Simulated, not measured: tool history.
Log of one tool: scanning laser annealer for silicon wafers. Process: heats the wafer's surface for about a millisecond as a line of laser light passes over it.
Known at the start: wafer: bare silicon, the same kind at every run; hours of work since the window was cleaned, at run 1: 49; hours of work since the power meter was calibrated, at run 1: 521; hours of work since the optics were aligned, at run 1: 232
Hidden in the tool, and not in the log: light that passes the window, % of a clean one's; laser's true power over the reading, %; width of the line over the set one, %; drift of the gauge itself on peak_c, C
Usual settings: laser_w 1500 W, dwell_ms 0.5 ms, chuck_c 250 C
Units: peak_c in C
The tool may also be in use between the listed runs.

run,day,laser_w,dwell_ms,chuck_c,hours of work since the window was cleaned,hours of work since the power meter was calibrated,hours of work since the optics were aligned,peak_c
1,0,1500,0.5,250,49,521,232,999
2,0.588,1500,0.5,250,57,529,240,999
3,1.442,1500,0.5,280,69,540,252,1031
4,2.333,1500,0.5,280,81,553,264,1024
5,3.3,1500,0.5,250,95,566,278,996
# day 3.454: window over the wafer cleaned
6,4.233,1500,0.5,250,11,578,289,994
7,4.896,1500,0.5,250,20,587,298,989
8,5.862,1554,0.5,250,33,600,312,1015
9,6.542,1554,0.5,250,42,609,321,1014
10,7.108,1443,0.591,245,50,617,329,1014
11,7.7,1443,0.591,245,58,625,337,1010
12,8.238,1348,0.52,265,66,633,344,940

Hidden state or all else? Some run-to-run changes of peak_c, split into what the settings, what came in and random variation would give without the hidden state, and what is left for the hidden state (with any gauge scatter that isn't in both results):
Run 5 -> 6: window over the wafer cleaned. peak_c -2 C: hidden state -3, all else +1.
Run 11 -> 12: laser_w 1443 -> 1348, dwell_ms 0.591 -> 0.52, chuck_c 245 -> 265. peak_c -70 C: hidden state +1, all else -71.
